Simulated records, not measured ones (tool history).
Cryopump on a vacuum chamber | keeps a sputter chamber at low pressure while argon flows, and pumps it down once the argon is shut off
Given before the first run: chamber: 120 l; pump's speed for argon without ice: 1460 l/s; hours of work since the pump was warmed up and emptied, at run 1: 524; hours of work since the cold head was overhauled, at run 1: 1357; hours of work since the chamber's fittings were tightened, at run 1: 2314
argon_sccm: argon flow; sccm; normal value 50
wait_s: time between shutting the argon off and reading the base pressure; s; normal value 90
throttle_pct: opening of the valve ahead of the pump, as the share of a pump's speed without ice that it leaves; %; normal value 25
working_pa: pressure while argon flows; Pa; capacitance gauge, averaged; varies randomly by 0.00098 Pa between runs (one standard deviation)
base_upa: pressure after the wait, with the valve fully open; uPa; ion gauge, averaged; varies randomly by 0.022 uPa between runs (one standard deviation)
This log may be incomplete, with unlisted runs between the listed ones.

run,hour,argon_sccm,wait_s,throttle_pct,hours of work since the pump was warmed up and emptied,hours of work since the cold head was overhauled,hours of work since the chamber's fittings were tightened,working_pa,base_upa
1,0,50,90,25,524,1357,2314,0.2419,2.2
2,97,50,90,25,611,1444,2401,0.2442,2.39
3,174.3,50,59,25,680,1513,2470,0.2469,2.68
4,218,50,59,25,719,1552,2509,0.2465,2.6
5,258.2,50,59,25,755,1588,2545,0.2473,2.66
# hour 290.8: pump warmed up, emptied and cooled again
6,326.9,50,90,25,32,1645,2602,0.2337,2.1
7,409.2,50,90,28,106,1719,2676,0.2089,2.19
# hour 427.1: leaking fittings of the chamber tightened, without venting
8,474.3,50,90,28,162,1775,42,0.2094,0.66
9,562.6,50,48,25,242,1855,121,0.2351,1.03
10,619.7,50,48,59,293,1906,172,0.1039,1.06
11,708,50,48,59,372,1985,251,0.1055,1.15
12,789,50,48,59,444,2057,324,0.1065,1.2
13,848.5,50,48,59,498,2111,377,0.1078,1.27
14,921.5,50,48,59,563,2176,443,0.1096,1.25
15,996.3,50,48,59,630,2243,510,0.1103,1.39
16,1045.3,50,48,59,674,2287,554,0.111,1.4
17,1098.6,50,48,59,722,2335,601,0.1127,1.38
18,1156.9,50,48,59,774,2387,654,0.1137,1.47
# hour 1169.6: pump warmed up, emptied and cooled again
19,1223.9,21,44,26,49,2442,709,0.0937,1.46
20,1295.7,25,36,21,113,2506,773,0.1395,1.68
21,1387.6,43,63,21,195,2589,856,0.2393,1.36
22,1459.7,67,63,27,260,2653,920,0.2954,1.38
23,1517.5,67,70,22,311,2705,972,0.3646,1.38
24,1604,67,70,22,389,2783,1049,0.364,1.5
25,1688.5,67,70,22,465,2858,1125,0.3638,1.56
26,1764.4,22,195,33,533,2926,1193,0.0824,1.25
27,1814.9,22,195,33,578,2971,1238,0.0831,1.25
28,1873.8,80,55,25,631,3024,1291,0.3912,1.82
29,1955,56,163,17,703,3097,1364,0.3963,1.5
30,2032.7,21,288,42,773,3166,1433,0.0645,1.53
# hour 2046.7: pump warmed up, emptied and cooled again
31,2113,45,90,18,59,3234,1501,0.292,1.5
32,2186.6,50,90,19,125,3300,1567,0.3064,1.59
33,2272.3,50,90,19,202,3377,1643,0.3083,1.56
34,2366.4,50,43,24,286,3461,1728,0.2491,2.15

Describe how what the log doesn't record of the tool's condition differs between the last listed run preceding each entry between runs and the first listed run following it.
Logged between run 5 and run 6: pump warmed up, emptied and cooled again (hour 290.8)
  pump's speed, % of a pump's without ice: 78 -> 98.8; cold plate's temperature, K: 12.36 -> 12.37; leak into the chamber, uPa l/s: 2390 -> 2443
  measured minus no-state result, working_pa: +0.0168 -> +0.0011 Pa; base_upa: +1.88 -> +1.5 uPa
Logged between run 7 and run 8: leaking fittings of the chamber tightened, without venting (hour 427.1)
  pump's speed, % of a pump's without ice: 96.7 -> 95.2; cold plate's temperature, K: 12.38 -> 12.39; leak into the chamber, uPa l/s: 2502 -> 355
  measured minus no-state result, working_pa: +0.0024 -> +0.0033 Pa; base_upa: +1.57 -> +0.05 uPa
Logged between run 18 and run 19: pump warmed up, emptied and cooled again (hour 1169.6)
  pump's speed, % of a pump's without ice: 78.4 -> 98.1; cold plate's temperature, K: 12.52 -> 12.53; leak into the chamber, uPa l/s: 848 -> 898
  measured minus no-state result, working_pa: +0.0166 -> +0.0007 Pa; base_upa: +0.53 -> +0.43 uPa
Logged between run 30 and run 31: pump warmed up, emptied and cooled again (hour 2046.7)
  pump's speed, % of a pump's without ice: 78.1 -> 98; cold plate's temperature, K: 12.67 -> 12.68; leak into the chamber, uPa l/s: 1504 -> 1564
  measured minus no-state result, working_pa: +0.0072 -> +0.0018 Pa; base_upa: +1.16 -> +0.91 uPa
